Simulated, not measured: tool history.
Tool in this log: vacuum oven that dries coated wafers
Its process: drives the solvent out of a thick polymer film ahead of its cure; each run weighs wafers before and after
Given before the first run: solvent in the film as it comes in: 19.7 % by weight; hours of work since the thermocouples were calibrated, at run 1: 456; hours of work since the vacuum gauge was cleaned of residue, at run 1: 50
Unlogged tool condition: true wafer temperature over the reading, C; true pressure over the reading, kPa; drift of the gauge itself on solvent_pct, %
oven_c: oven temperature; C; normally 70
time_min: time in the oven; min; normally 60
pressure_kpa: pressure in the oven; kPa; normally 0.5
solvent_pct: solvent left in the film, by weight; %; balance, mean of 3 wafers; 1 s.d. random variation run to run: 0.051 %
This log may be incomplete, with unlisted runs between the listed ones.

run,day,oven_c,time_min,pressure_kpa,hours of work since the thermocouples were calibrated,hours of work since the vacuum gauge was cleaned of residue,solvent_pct
1,0,70,60,0.5,456,50,2.18
2,1.688,70,60,0.5,481,75,2.16
3,3.254,70,60,0.5,505,99,2.19
4,4.633,70,60,0.5,525,119,2.12
5,6.529,70,60,0.5,554,148,2.12
6,8.458,70,60,0.5,583,177,2.17
7,10.354,70,60,0.5,611,205,2.15
8,12,70,60,0.5,636,230,2.13
# day 12.425: oven's thermocouples calibrated
9,14.033,70,60,0.5,24,259,2.15
10,15.762,70,77,0.5,50,285,1.57
11,17.742,70,63,0.5,80,314,2.05
12,19.133,70,63,0.5,100,335,2.01
13,20.171,70,55,0.5,116,351,2.48
14,21.983,70,55,0.5,143,378,2.48
15,24.067,70,60,0.378,174,409,1.93
16,25.842,70,60,0.378,201,436,2.02
17,27.375,70,60,0.378,224,459,1.95
18,28.542,70,60,0.378,241,476,2.03
19,29.417,70,60,0.378,255,489,1.91
20,31.367,75,68,0.5,284,519,1.02
21,32.558,73,60,0.458,302,536,1.33
22,33.504,74,60,0.719,316,551,1.64
23,34.954,61,99,1.021,337,572,4.58
24,36.45,69,60,0.314,360,595,2.19
25,37.646,70,60,1.431,378,613,3.7
26,39.15,70,60,1.431,400,635,3.69
27,40.096,70,60,1.431,414,649,3.83
28,41.238,59,60,0.5,432,666,6.67
29,42.3,57,35,0.539,447,682,10.59
30,43.688,57,35,0.539,468,703,10.45
31,44.712,70,60,0.557,484,718,2.27
32,46.667,70,106,0.5,513,748,1.12
33,48.262,70,106,0.5,537,772,1.04

Here are 3 independent what-if runs from the current tool condition. What would each one return?
A,50.383,70,76,0.344,569,803,?
B,50.383,70,106,0.441,569,803,?
C,50.383,55,92,0.854,569,803,?

run,solvent_pct
A,1.22
B,1.05
C,7.34
Had the tool no hidden state, the same runs would have come out as:
run,solvent_pct
A,1.21
B,1.04
C,7.31
